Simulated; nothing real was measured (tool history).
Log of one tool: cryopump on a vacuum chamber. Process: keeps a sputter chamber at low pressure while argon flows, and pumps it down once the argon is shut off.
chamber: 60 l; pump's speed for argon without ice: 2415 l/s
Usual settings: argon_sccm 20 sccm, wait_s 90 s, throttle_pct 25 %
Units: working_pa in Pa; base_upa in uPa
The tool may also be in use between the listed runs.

| run | hour | argon_sccm | wait_s | throttle_pct | working_pa | base_upa |
|---|---|---|---|---|---|---|
| 1 | 0 | 20 | 90 | 25 | 0.0576 | 1.09 |
| 2 | 12.9 | 20 | 90 | 25 | 0.058 | 1.1 |
| 3 | 28.9 | 20 | 90 | 25 | 0.0575 | 1.08 |
| 4 | 49.5 | 20 | 90 | 25 | 0.0582 | 1.08 |
| 5 | 67.6 | 20 | 90 | 25 | 0.0579 | 1.11 |
| 6 | 90.5 | 20 | 90 | 50 | 0.03 | 1.12 |
| 7 | 109.7 | 20 | 90 | 47 | 0.0327 | 1.08 |
| 8 | 122.9 | 20 | 90 | 47 | 0.0322 | 1.19 |
| 9 | 142.8 | 30 | 90 | 47 | 0.0486 | 1.17 |
| 10 | 161.6 | 30 | 90 | 47 | 0.0489 | 1.13 |
| 11 | 180.4 | 30 | 90 | 47 | 0.0492 | 1.16 |
| 12 | 201 | 20 | 90 | 25 | 0.0595 | 1.16 |
| 13 | 223.1 | 20 | 90 | 23 | 0.0638 | 1.15 |
| 14 | 240.8 | 20 | 90 | 23 | 0.0642 | 1.14 |
| 15 | 260.1 | 20 | 90 | 23 | 0.0642 | 1.16 |
| 16 | 283.4 | 20 | 90 | 25 | 0.0594 | 1.16 |
| 17 | 306.9 | 20 | 54 | 25 | 0.0595 | 1.52 |
| 18 | 323.1 | 16 | 54 | 25 | 0.0473 | 1.59 |
| 19 | 339.6 | 20 | 27 | 25 | 0.0595 | 2.57 |
| 20 | 357.6 | 20 | 27 | 25 | 0.0594 | 2.5 |
| 21 | 376.5 | 31 | 141 | 24 | 0.0955 | 1.05 |
| 22 | 392.4 | 29 | 90 | 20 | 0.1075 | 1.21 |
| 23 | 410.1 | 29 | 90 | 20 | 0.1062 | 1.25 |
| 24 | 436 | 25 | 90 | 25 | 0.0751 | 1.27 |
| 25 | 460.8 | 25 | 42 | 53 | 0.0383 | 1.93 |
| 26 | 474.4 | 20 | 90 | 43 | 0.0366 | 1.3 |
| 27 | 485.8 | 17 | 221 | 43 | 0.0314 | 0.97 |
| 28 | 506.1 | 20 | 123 | 25 | 0.0597 | 1.13 |
| 29 | 519.9 | 33 | 61 | 44 | 0.0602 | 1.64 |
| 30 | 533.8 | 33 | 61 | 44 | 0.0597 | 1.6 |
| 31 | 546.2 | 21 | 173 | 28 | 0.0574 | 1.12 |
| 32 | 570.5 | 21 | 70 | 37 | 0.044 | 1.45 |
| 33 | 583.1 | 21 | 70 | 37 | 0.0448 | 1.45 |
| 34 | 601.1 | 20 | 90 | 25 | 0.0604 | 1.4 |

The same runs without the tool's hidden state, with the same run-to-run variation:
The hidden state here: pump's speed, % of a pump's without ice; cold plate's temperature, K; leak into the chamber, uPa l/s; drift of the gauge itself on working_pa, %; drift of the gauge itself on base_upa, %.
| run | working_pa | base_upa |
|---|---|---|
| 1 | 0.0557 | 0.71 |
| 2 | 0.056 | 0.71 |
| 3 | 0.0554 | 0.69 |
| 4 | 0.0561 | 0.67 |
| 5 | 0.0557 | 0.69 |
| 6 | 0.0277 | 0.69 |
| 7 | 0.0303 | 0.66 |
| 8 | 0.0298 | 0.75 |
| 9 | 0.0448 | 0.72 |
| 10 | 0.045 | 0.68 |
| 11 | 0.0451 | 0.7 |
| 12 | 0.0567 | 0.69 |
| 13 | 0.0609 | 0.67 |
| 14 | 0.0612 | 0.67 |
| 15 | 0.0612 | 0.67 |
| 16 | 0.0563 | 0.66 |
| 17 | 0.0562 | 1.02 |
| 18 | 0.0446 | 1.08 |
| 19 | 0.056 | 2.03 |
| 20 | 0.0558 | 1.97 |
| 21 | 0.0899 | 0.49 |
| 22 | 0.1021 | 0.65 |
| 23 | 0.1007 | 0.68 |
| 24 | 0.0702 | 0.68 |
| 25 | 0.0332 | 1.34 |
| 26 | 0.0324 | 0.7 |
| 27 | 0.0279 | 0.37 |
| 28 | 0.0554 | 0.53 |
| 29 | 0.053 | 1.01 |
| 30 | 0.0523 | 0.96 |
| 31 | 0.0526 | 0.46 |
| 32 | 0.0391 | 0.83 |
| 33 | 0.0398 | 0.81 |
| 34 | 0.0556 | 0.73 |
